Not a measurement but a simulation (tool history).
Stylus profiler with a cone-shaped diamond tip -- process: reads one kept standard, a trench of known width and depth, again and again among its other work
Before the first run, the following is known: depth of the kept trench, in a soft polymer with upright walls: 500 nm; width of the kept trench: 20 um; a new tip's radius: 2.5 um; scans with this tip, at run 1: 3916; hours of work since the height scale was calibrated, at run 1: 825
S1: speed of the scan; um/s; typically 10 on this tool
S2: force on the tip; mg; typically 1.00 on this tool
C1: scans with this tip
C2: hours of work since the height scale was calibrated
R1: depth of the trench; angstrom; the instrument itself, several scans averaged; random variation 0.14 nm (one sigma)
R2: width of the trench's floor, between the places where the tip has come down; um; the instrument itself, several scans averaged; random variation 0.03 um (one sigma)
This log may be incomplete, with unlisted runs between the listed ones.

Run 1, hour 0.0: usual settings; C1 3916; C2 825. Result: R1 5028.6 angstrom, R2 16.99 um.
Run 2, hour 59.4: usual settings; C1 4128; C2 870. Result: R1 5031.0 angstrom, R2 16.92 um.
Run 3, hour 146.9: usual settings but S1 5 um/s; C1 4440; C2 936. Result: R1 5030.9 angstrom, R2 17.00 um.
Run 4, hour 213.4: usual settings but S1 17 um/s; C1 4677; C2 986. Result: R1 5031.5 angstrom, R2 16.84 um.
Run 5, hour 293.4: usual settings but S1 17 um/s; C1 4963; C2 1046. Result: R1 5032.2 angstrom, R2 16.83 um.
Run 6, hour 402.5: usual settings; C1 5352; C2 1128. Result: R1 5031.8 angstrom, R2 16.93 um.
Run 7, hour 487.8: usual settings; C1 5656; C2 1193. Result: R1 5027.8 angstrom, R2 16.93 um.
Run 8, hour 562.5: usual settings but S2 0.59 mg; C1 5923; C2 1249. Result: R1 5024.0 angstrom, R2 16.85 um.
Run 9, hour 671.3: usual settings but S2 0.59 mg; C1 6311; C2 1331. Result: R1 5022.9 angstrom, R2 16.89 um.
Run 10, hour 771.2: usual settings but S1 2 um/s, S2 0.37 mg; C1 6668; C2 1406. Result: R1 5015.0 angstrom, R2 16.99 um.
Run 11, hour 844.1: usual settings but S1 2 um/s, S2 0.37 mg; C1 6928; C2 1461. Result: R1 5016.7 angstrom, R2 16.96 um.
Run 12, hour 935.2: usual settings but S1 9 um/s, S2 0.53 mg; C1 7253; C2 1529. Result: R1 5020.8 angstrom, R2 16.85 um.

Each row is a separate what-if for the run after 12, all from the same tool condition, not one after another. Results?
Run A, hour 1026.7: usual settings but S1 16 um/s, S2 0.51 mg; C1 7580; C2 1598. Result: R1 ?, R2 ?.
Run B, hour 1026.7: usual settings but S1 5 um/s, S2 1.65 mg; C1 7580; C2 1598. Result: R1 ?, R2 ?.
Run C, hour 1026.7: usual settings but S1 19 um/s, S2 2.62 mg; C1 7580; C2 1598. Result: R1 ?, R2 ?.
Run D, hour 1026.7: usual settings but S1 5 um/s, S2 2.50 mg; C1 7580; C2 1598. Result: R1 ?, R2 ?.
Run E, hour 1026.7: usual settings but S1 4 um/s, S2 1.55 mg; C1 7580; C2 1598. Result: R1 ?, R2 ?.

run      R1     R2
  A  5019.4  16.79
  B  5044.3  16.94
  C  5059.7  16.94
  D  5056.3  16.99
  E  5040.7  16.92
Take away the tool's hidden state, keep each run's random variation, and the runs would have read:
run      R1     R2
  A  5018.7  16.81
  B  5043.6  16.96
  C  5059.0  16.96
  D  5055.6  17.00
  E  5039.9  16.94
